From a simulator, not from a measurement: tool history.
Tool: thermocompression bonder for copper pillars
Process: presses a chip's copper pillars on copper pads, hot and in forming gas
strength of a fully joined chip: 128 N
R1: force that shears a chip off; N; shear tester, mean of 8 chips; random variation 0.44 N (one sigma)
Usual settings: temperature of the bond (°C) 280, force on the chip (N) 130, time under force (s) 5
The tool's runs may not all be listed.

{"run": 1, "hour": 0.0, "temperature of the bond (°C)": 280, "force on the chip (N)": 130, "time under force (s)": 5, "R1": 53.5}
{"run": 2, "hour": 20.9, "temperature of the bond (°C)": 280, "force on the chip (N)": 130, "time under force (s)": 5, "R1": 52.5}
{"hour": 31.6, "done": "forming gas filter changed"}
{"run": 3, "hour": 44.2, "temperature of the bond (°C)": 280, "force on the chip (N)": 130, "time under force (s)": 5, "R1": 58.4}
{"run": 4, "hour": 57.1, "temperature of the bond (°C)": 280, "force on the chip (N)": 130, "time under force (s)": 5, "R1": 58.7}
{"run": 5, "hour": 73.6, "temperature of the bond (°C)": 280, "force on the chip (N)": 130, "time under force (s)": 5, "R1": 59.1}
{"run": 6, "hour": 91.5, "temperature of the bond (°C)": 280, "force on the chip (N)": 130, "time under force (s)": 5, "R1": 58.6}
{"run": 7, "hour": 109.5, "temperature of the bond (°C)": 280, "force on the chip (N)": 130, "time under force (s)": 5, "R1": 59.2}
{"run": 8, "hour": 121.5, "temperature of the bond (°C)": 280, "force on the chip (N)": 100, "time under force (s)": 5, "R1": 44.9}
{"run": 9, "hour": 131.0, "temperature of the bond (°C)": 280, "force on the chip (N)": 130, "time under force (s)": 5, "R1": 58.6}
{"run": 10, "hour": 152.4, "temperature of the bond (°C)": 280, "force on the chip (N)": 130, "time under force (s)": 4, "R1": 54.4}
{"run": 11, "hour": 166.9, "temperature of the bond (°C)": 280, "force on the chip (N)": 150, "time under force (s)": 5, "R1": 66.2}
{"run": 12, "hour": 179.1, "temperature of the bond (°C)": 280, "force on the chip (N)": 180, "time under force (s)": 5, "R1": 77.3}
{"run": 13, "hour": 191.7, "temperature of the bond (°C)": 280, "force on the chip (N)": 180, "time under force (s)": 5, "R1": 77.2}
{"run": 14, "hour": 211.5, "temperature of the bond (°C)": 280, "force on the chip (N)": 130, "time under force (s)": 5, "R1": 58.1}
{"run": 15, "hour": 220.9, "temperature of the bond (°C)": 280, "force on the chip (N)": 130, "time under force (s)": 5, "R1": 58}
{"run": 16, "hour": 235.6, "temperature of the bond (°C)": 301, "force on the chip (N)": 130, "time under force (s)": 5, "R1": 75}
{"run": 17, "hour": 252.5, "temperature of the bond (°C)": 280, "force on the chip (N)": 130, "time under force (s)": 5, "R1": 58.3}
{"run": 18, "hour": 274.6, "temperature of the bond (°C)": 280, "force on the chip (N)": 130, "time under force (s)": 5, "R1": 57.2}
{"run": 19, "hour": 289.1, "temperature of the bond (°C)": 304, "force on the chip (N)": 130, "time under force (s)": 5, "R1": 77.1}
{"run": 20, "hour": 298.4, "temperature of the bond (°C)": 304, "force on the chip (N)": 130, "time under force (s)": 5, "R1": 77.9}
{"run": 21, "hour": 311.1, "temperature of the bond (°C)": 279, "force on the chip (N)": 124, "time under force (s)": 11, "R1": 70.4}
{"run": 22, "hour": 329.2, "temperature of the bond (°C)": 285, "force on the chip (N)": 100, "time under force (s)": 4, "R1": 43.8}
{"run": 23, "hour": 351.1, "temperature of the bond (°C)": 285, "force on the chip (N)": 100, "time under force (s)": 4, "R1": 43.2}
{"hour": 360.3, "done": "heater calibrated with a thermocouple chip"}
{"run": 24, "hour": 368.2, "temperature of the bond (°C)": 301, "force on the chip (N)": 182, "time under force (s)": 3, "R1": 71.4}
{"run": 25, "hour": 390.1, "temperature of the bond (°C)": 285, "force on the chip (N)": 130, "time under force (s)": 6, "R1": 53.6}
{"run": 26, "hour": 405.9, "temperature of the bond (°C)": 262, "force on the chip (N)": 115, "time under force (s)": 9, "R1": 38.8}
{"run": 27, "hour": 415.5, "temperature of the bond (°C)": 281, "force on the chip (N)": 110, "time under force (s)": 6, "R1": 43.3}
{"run": 28, "hour": 432.6, "temperature of the bond (°C)": 281, "force on the chip (N)": 110, "time under force (s)": 6, "R1": 42.2}
{"run": 29, "hour": 446.6, "temperature of the bond (°C)": 281, "force on the chip (N)": 110, "time under force (s)": 6, "R1": 42.9}
{"run": 30, "hour": 463.4, "temperature of the bond (°C)": 281, "force on the chip (N)": 110, "time under force (s)": 6, "R1": 42.4}
{"run": 31, "hour": 482.9, "temperature of the bond (°C)": 295, "force on the chip (N)": 101, "time under force (s)": 6, "R1": 47.8}
{"run": 32, "hour": 500.9, "temperature of the bond (°C)": 260, "force on the chip (N)": 107, "time under force (s)": 7, "R1": 30.6}
{"hour": 514.2, "done": "forming gas filter changed"}
{"run": 33, "hour": 519.0, "temperature of the bond (°C)": 260, "force on the chip (N)": 107, "time under force (s)": 7, "R1": 33.3}
{"run": 34, "hour": 531.1, "temperature of the bond (°C)": 280, "force on the chip (N)": 95, "time under force (s)": 14, "R1": 54.7}
{"run": 35, "hour": 551.9, "temperature of the bond (°C)": 280, "force on the chip (N)": 95, "time under force (s)": 14, "R1": 54.3}
{"run": 36, "hour": 565.8, "temperature of the bond (°C)": 280, "force on the chip (N)": 149, "time under force (s)": 4, "R1": 53.8}
{"run": 37, "hour": 576.4, "temperature of the bond (°C)": 294, "force on the chip (N)": 97, "time under force (s)": 4, "R1": 42}
{"run": 38, "hour": 587.7, "temperature of the bond (°C)": 280, "force on the chip (N)": 83, "time under force (s)": 3, "R1": 24.8}
{"run": 39, "hour": 597.3, "temperature of the bond (°C)": 280, "force on the chip (N)": 135, "time under force (s)": 7, "R1": 59}

Some steps in R1 between neighbouring runs. How much of each would the tool show without its hidden state too (settings, what came in, random variation), and how much is left for the hidden state, with any gauge scatter that isn't in both results?
The hidden state here: true temperature of the bond over the reading, C; force that reaches the chip, % of what is set; oxide that the forming gas leaves, % of the face; drift of the gauge itself on shear_n, %.
Run 2 -> 3: forming gas filter changed. R1 +5.9 N: hidden state +5.7, all else +0.2.
Run 21 -> 22: temperature of the bond (°C) 279 -> 285, force on the chip (N) 124 -> 100, time under force (s) 11 -> 4. R1 -26.6 N: hidden state -1.9, all else -24.7.
Run 23 -> 24: temperature of the bond (°C) 285 -> 301, force on the chip (N) 100 -> 182, time under force (s) 4 -> 3, heater calibrated with a thermocouple chip. R1 +28.2 N: hidden state -10.5, all else +38.7.
Run 32 -> 33: forming gas filter changed. R1 +2.7 N: hidden state +2.9, all else -0.2.
Run 38 -> 39: force on the chip (N) 83 -> 135, time under force (s) 3 -> 7. R1 +34.2 N: hidden state +0.5, all else +33.7.

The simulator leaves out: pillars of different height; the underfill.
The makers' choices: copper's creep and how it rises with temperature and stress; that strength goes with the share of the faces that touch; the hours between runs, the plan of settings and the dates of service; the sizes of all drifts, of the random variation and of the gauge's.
